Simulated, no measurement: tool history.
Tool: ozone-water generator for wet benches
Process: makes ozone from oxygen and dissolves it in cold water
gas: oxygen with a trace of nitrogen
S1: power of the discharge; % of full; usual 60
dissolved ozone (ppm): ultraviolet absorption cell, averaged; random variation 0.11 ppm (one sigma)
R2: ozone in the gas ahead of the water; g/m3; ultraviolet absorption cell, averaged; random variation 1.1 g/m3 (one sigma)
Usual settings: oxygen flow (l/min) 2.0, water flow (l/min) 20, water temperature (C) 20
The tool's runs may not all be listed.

run 1 hour=0.0 | S1=60 oxygen_flow_(l/min)=2.0 water_flow_(l/min)=20 water_temperature_(C)=20 | dissolved_ozone_(ppm)=9.0 R2=193.8
run 2 hour=145.9 | S1=60 oxygen_flow_(l/min)=2.0 water_flow_(l/min)=20 water_temperature_(C)=13 | dissolved_ozone_(ppm)=9.3 R2=192.3
run 3 hour=231.5 | S1=60 oxygen_flow_(l/min)=2.0 water_flow_(l/min)=20 water_temperature_(C)=13 | dissolved_ozone_(ppm)=9.3 R2=192.6
run 4 hour=405.2 | S1=60 oxygen_flow_(l/min)=2.0 water_flow_(l/min)=20 water_temperature_(C)=13 | dissolved_ozone_(ppm)=9.5 R2=195.1
run 5 hour=549.1 | S1=60 oxygen_flow_(l/min)=2.0 water_flow_(l/min)=20 water_temperature_(C)=13 | dissolved_ozone_(ppm)=9.4 R2=194.0
run 6 hour=648.2 | S1=60 oxygen_flow_(l/min)=2.0 water_flow_(l/min)=20 water_temperature_(C)=13 | dissolved_ozone_(ppm)=9.5 R2=193.6
run 7 hour=736.1 | S1=49 oxygen_flow_(l/min)=2.0 water_flow_(l/min)=20 water_temperature_(C)=14 | dissolved_ozone_(ppm)=8.6 R2=172.2
run 8 hour=881.0 | S1=49 oxygen_flow_(l/min)=2.0 water_flow_(l/min)=20 water_temperature_(C)=14 | dissolved_ozone_(ppm)=8.4 R2=171.7
run 9 hour=1040.7 | S1=60 oxygen_flow_(l/min)=2.3 water_flow_(l/min)=26 water_temperature_(C)=20 | dissolved_ozone_(ppm)=7.1 R2=177.4
run 10 hour=1146.0 | S1=60 oxygen_flow_(l/min)=2.0 water_flow_(l/min)=16 water_temperature_(C)=20 | dissolved_ozone_(ppm)=11.5 R2=194.3
run 11 hour=1228.1 | S1=60 oxygen_flow_(l/min)=2.0 water_flow_(l/min)=16 water_temperature_(C)=20 | dissolved_ozone_(ppm)=11.4 R2=195.6
run 12 hour=1342.7 | S1=45 oxygen_flow_(l/min)=2.0 water_flow_(l/min)=21 water_temperature_(C)=20 | dissolved_ozone_(ppm)=7.1 R2=164.4

Forecast each of these 4 alternatives for the next run:
run A hour=1436.6 | S1=60 oxygen_flow_(l/min)=2.0 water_flow_(l/min)=18 water_temperature_(C)=13 | dissolved_ozone_(ppm)=? R2=?
run B hour=1436.6 | S1=45 oxygen_flow_(l/min)=2.0 water_flow_(l/min)=21 water_temperature_(C)=17 | dissolved_ozone_(ppm)=? R2=?
run C hour=1436.6 | S1=58 oxygen_flow_(l/min)=2.0 water_flow_(l/min)=21 water_temperature_(C)=17 | dissolved_ozone_(ppm)=? R2=?
run D hour=1436.6 | S1=60 oxygen_flow_(l/min)=1.0 water_flow_(l/min)=13 water_temperature_(C)=20 | dissolved_ozone_(ppm)=? R2=?

run=A dissolved_ozone_(ppm)=10.6 R2=195.4
run=B dissolved_ozone_(ppm)=7.6 R2=162.0
run=C dissolved_ozone_(ppm)=8.7 R2=191.8
run=D dissolved_ozone_(ppm)=13.0 R2=306.2
Without the tool's hidden state the same runs would have given:
run=A dissolved_ozone_(ppm)=10.6 R2=193.6
run=B dissolved_ozone_(ppm)=7.7 R2=160.5
run=C dissolved_ozone_(ppm)=8.8 R2=190.0
run=D dissolved_ozone_(ppm)=13.1 R2=303.5
